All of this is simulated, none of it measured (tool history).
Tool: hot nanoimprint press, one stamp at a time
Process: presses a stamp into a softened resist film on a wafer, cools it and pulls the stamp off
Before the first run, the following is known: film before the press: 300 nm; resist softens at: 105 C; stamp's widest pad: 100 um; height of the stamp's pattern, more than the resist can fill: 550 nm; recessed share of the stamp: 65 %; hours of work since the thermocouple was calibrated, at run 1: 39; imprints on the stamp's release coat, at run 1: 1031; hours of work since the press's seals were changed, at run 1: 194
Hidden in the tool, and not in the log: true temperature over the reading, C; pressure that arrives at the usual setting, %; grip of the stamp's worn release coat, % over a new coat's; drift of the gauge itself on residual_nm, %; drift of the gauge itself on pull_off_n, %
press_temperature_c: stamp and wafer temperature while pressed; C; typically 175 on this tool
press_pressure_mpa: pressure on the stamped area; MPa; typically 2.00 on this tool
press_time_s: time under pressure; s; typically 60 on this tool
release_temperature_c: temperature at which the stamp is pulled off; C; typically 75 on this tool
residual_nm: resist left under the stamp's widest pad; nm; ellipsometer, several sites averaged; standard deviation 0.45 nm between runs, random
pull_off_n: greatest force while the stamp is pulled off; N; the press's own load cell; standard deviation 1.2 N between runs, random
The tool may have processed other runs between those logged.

run	hour	press_temperature_c	press_pressure_mpa	press_time_s	release_temperature_c	hours of work since the thermocouple was calibrated	imprints on the stamp's release coat	hours of work since the press's seals were changed	residual_nm	pull_off_n
1	0.0	175	2.00	60	75	39	1031	194	156.0	120
2	6.8	175	2.00	46	75	42	1053	196	169.4	120
3	18.3	175	2.00	46	75	46	1090	201	169.1	122
4	33.1	175	2.00	46	75	52	1138	207	168.8	125
5	48.1	175	2.00	46	75	58	1187	213	170.0	124
6	55.9	175	2.00	60	75	62	1212	216	156.6	126
7	72.7	175	1.72	60	75	68	1266	223	166.8	125
8	84.4	175	1.72	60	75	73	1304	228	167.8	127
# hour 88.7: plate thermocouple calibrated
# hour 96.2: stamp cleaned and given a new release coat
9	106.9	175	1.72	60	75	5	35	233	168.7	106
10	116.3	175	2.27	31	75	9	65	237	181.1	103
11	133.1	180	1.98	106	76	16	120	244	104.8	104
12	146.0	175	1.31	60	75	21	162	249	189.8	105
13	156.5	184	2.93	34	75	25	196	253	110.1	106
14	164.7	184	2.93	34	75	28	222	257	110.2	109
15	179.9	175	2.00	39	73	34	272	263	181.1	110
# hour 187.4: plate thermocouple calibrated, once more
16	192.8	175	2.62	39	73	2	304	267	158.8	113
17	209.5	175	2.62	39	73	9	358	274	159.1	113
18	217.3	175	2.62	39	73	12	383	277	158.9	112

Here are 4 independent what-if runs from the current tool condition. What would each one return?
A	228.3	180	1.82	39	73	17	419	281	?	?
B	228.3	175	1.94	46	82	17	419	281	?	?
C	228.3	185	1.20	30	75	17	419	281	?	?
D	228.3	175	2.62	39	71	17	419	281	?	?

run	residual_nm	pull_off_n
A	154.8	111
B	173.2	103
C	171.8	112
D	158.2	112
The same runs, with their run-to-run variation unchanged, on a tool lacking any hidden condition would have given:
run	residual_nm	pull_off_n
A	152.7	104
B	170.7	97
C	170.0	105
D	155.6	105
